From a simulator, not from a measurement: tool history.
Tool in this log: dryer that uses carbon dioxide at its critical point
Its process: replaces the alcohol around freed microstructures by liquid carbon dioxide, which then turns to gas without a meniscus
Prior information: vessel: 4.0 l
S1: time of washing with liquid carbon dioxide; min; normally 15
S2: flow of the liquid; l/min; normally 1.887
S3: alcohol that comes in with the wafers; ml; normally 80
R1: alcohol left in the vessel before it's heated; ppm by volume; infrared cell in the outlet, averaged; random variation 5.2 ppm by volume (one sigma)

run	hour	S1	S2	S3	R1
1	0	15	1.887	80	103
2	11.2	15	1.887	80	112
3	16.5	15	1.887	80	112
4	24.2	15	1.887	80	108
5	34	15	2.74	80	25
6	45.5	15	2.42	80	47
7	55.3	20	1.887	80	46
8	64.7	20	1.887	80	42
9	73.1	15	1.887	80	136
10	81.3	15	1.887	80	127
11	88	15	2.3	80	59
12	95.1	15	2.3	80	72
13	102.3	15	2.3	80	67
14	111.7	24	2.3	80	39
15	118.1	24	2.3	67	38
16	128.1	15	1.887	80	149
17	133.8	15	1.887	80	130
18	142.7	15	1.887	80	144
19	150.6	15	1.887	80	139
20	160.6	15	1.887	80	149
21	171.2	15	1.887	80	152
22	176.4	15	1.887	80	162
23	187.6	15	1.16	80	975
24	198.7	15	1.67	80	266
25	209.8	15	2.35	53	77
26	217.9	12	2.05	41	156
27	224.9	12	2.05	41	171
28	235.6	24	2.12	42	62
29	247	9	1.59	42	818
30	253.2	9	1.59	42	837
31	259.9	15	1.887	28	107
32	267.5	15	1.887	40	118
33	273	15	1.887	42	120
34	279.6	18	1.887	80	119
35	290.4	18	1.887	80	119
36	299.3	18	1.887	80	113
37	310.8	18	3.03	34	76
38	319.9	15	2.1	80	140
39	331.1	15	2.1	80	136
40	336.9	15	1.28	80	757
41	347	15	1.85	61	181
42	355	16	3.17	58	85
43	363.7	21	2.26	74	94
44	374.3	21	2.26	74	96
45	382.2	21	2.26	74	88
46	387.5	21	1.24	31	182
47	397.4	21	1.24	31	178

How would selected steps in R1 from run to run divide? Give the signed amount a tool lacking its hidden state would still show from settings, what came in and random variation, and the signed amount left for the hidden state, including any gauge scatter that is not in both of the compared results.
The tool's hidden condition here consists of: flow that reaches the vessel past the clogged filter, %; alcohol in the recycled carbon dioxide, ppm; drift of the gauge itself on alcohol_ppm, %.
Run 22 -> 23: S2 1.887 -> 1.16. R1 +813 ppm by volume: hidden state +90, all else +723.
Run 28 -> 29: S1 24 -> 9, S2 2.12 -> 1.59. R1 +756 ppm by volume: hidden state +89, all else +667.
Run 30 -> 31: S1 9 -> 15, S2 1.59 -> 1.887, S3 42 -> 28. R1 -730 ppm by volume: hidden state -75, all else -655.
Run 39 -> 40: S2 2.1 -> 1.28. R1 +621 ppm by volume: hidden state +102, all else +519.
Run 40 -> 41: S2 1.28 -> 1.85, S3 80 -> 61. R1 -576 ppm by volume: hidden state -92, all else -484.

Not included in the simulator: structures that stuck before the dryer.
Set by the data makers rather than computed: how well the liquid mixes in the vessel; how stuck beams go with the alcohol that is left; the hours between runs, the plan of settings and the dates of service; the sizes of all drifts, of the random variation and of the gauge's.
